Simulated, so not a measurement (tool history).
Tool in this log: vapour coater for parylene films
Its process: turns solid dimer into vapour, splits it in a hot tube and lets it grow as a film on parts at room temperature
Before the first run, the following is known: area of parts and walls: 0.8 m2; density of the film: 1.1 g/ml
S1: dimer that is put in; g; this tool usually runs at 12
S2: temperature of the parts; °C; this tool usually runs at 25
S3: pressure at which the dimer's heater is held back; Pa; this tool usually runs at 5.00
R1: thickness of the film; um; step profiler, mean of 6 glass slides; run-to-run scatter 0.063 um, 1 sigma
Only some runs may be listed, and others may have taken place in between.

run,hour,S1,S2,S3,R1
1,0.0,12,25,5.00,6.45
# hour 42.2: trap's valve overhauled
2,54.8,12,25,5.00,7.46
3,92.6,12,25,5.00,7.35
4,147.4,12,25,5.75,7.12
5,220.9,8,25,5.75,4.54
6,281.9,8,25,5.75,4.44
7,332.3,8,25,5.75,4.39
8,376.9,7,25,5.75,3.85

Run 9, settings as shown, results not yet in. Your forecast:
9,408.0,12,17,2.01,?

Logged for run 9: R1 9.48 um.
If the tool had no hidden condition, the same run with the same run-to-run variation would have returned R1 10.70 um.
